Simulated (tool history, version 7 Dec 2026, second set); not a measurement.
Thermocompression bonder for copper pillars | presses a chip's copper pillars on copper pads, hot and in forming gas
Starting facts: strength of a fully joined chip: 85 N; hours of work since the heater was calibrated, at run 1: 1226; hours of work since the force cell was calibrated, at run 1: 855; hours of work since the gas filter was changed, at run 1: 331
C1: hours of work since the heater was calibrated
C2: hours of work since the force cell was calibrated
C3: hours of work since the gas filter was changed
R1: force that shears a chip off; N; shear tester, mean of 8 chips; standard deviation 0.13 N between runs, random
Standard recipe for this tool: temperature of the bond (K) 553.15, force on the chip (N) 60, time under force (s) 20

run 1 day=0.000 | temperature_of_the_bond_(K)=553.15 force_on_the_chip_(N)=60 time_under_force_(s)=20 | C1=1226 C2=855 C3=331 | R1=42.3
run 2 day=1.021 | temperature_of_the_bond_(K)=553.15 force_on_the_chip_(N)=60 time_under_force_(s)=20 | C1=1246 C2=875 C3=351 | R1=41.8
run 3 day=2.112 | temperature_of_the_bond_(K)=553.15 force_on_the_chip_(N)=60 time_under_force_(s)=20 | C1=1267 C2=896 C3=372 | R1=41.9
run 4 day=3.017 | temperature_of_the_bond_(K)=553.15 force_on_the_chip_(N)=60 time_under_force_(s)=20 | C1=1284 C2=913 C3=389 | R1=41.8
run 5 day=4.142 | temperature_of_the_bond_(K)=553.15 force_on_the_chip_(N)=60 time_under_force_(s)=20 | C1=1306 C2=935 C3=411 | R1=41.8
run 6 day=5.242 | temperature_of_the_bond_(K)=553.15 force_on_the_chip_(N)=84 time_under_force_(s)=20 | C1=1327 C2=956 C3=432 | R1=47.4
run 7 day=5.908 | temperature_of_the_bond_(K)=553.15 force_on_the_chip_(N)=84 time_under_force_(s)=20 | C1=1339 C2=969 C3=445 | R1=47.4
run 8 day=7.379 | temperature_of_the_bond_(K)=553.15 force_on_the_chip_(N)=60 time_under_force_(s)=20 | C1=1368 C2=997 C3=473 | R1=41.4
run 9 day=8.662 | temperature_of_the_bond_(K)=553.15 force_on_the_chip_(N)=60 time_under_force_(s)=20 | C1=1392 C2=1022 C3=498 | R1=41.3
-- day=8.833 forming gas filter changed
run 10 day=9.654 | temperature_of_the_bond_(K)=542.15 force_on_the_chip_(N)=42 time_under_force_(s)=54 | C1=1411 C2=1040 C3=16 | R1=48.6
run 11 day=11.208 | temperature_of_the_bond_(K)=528.15 force_on_the_chip_(N)=48 time_under_force_(s)=34 | C1=1441 C2=1070 C3=46 | R1=38.9

Run 12 comes next. What will it give?
run 12 day=11.983 | temperature_of_the_bond_(K)=548.15 force_on_the_chip_(N)=47 time_under_force_(s)=20 | C1=1456 C2=1085 C3=60 | R1=?

Run 12 produced R1 38.0 N.
With no hidden state in the tool, this same run would have given R1 35.9 N.
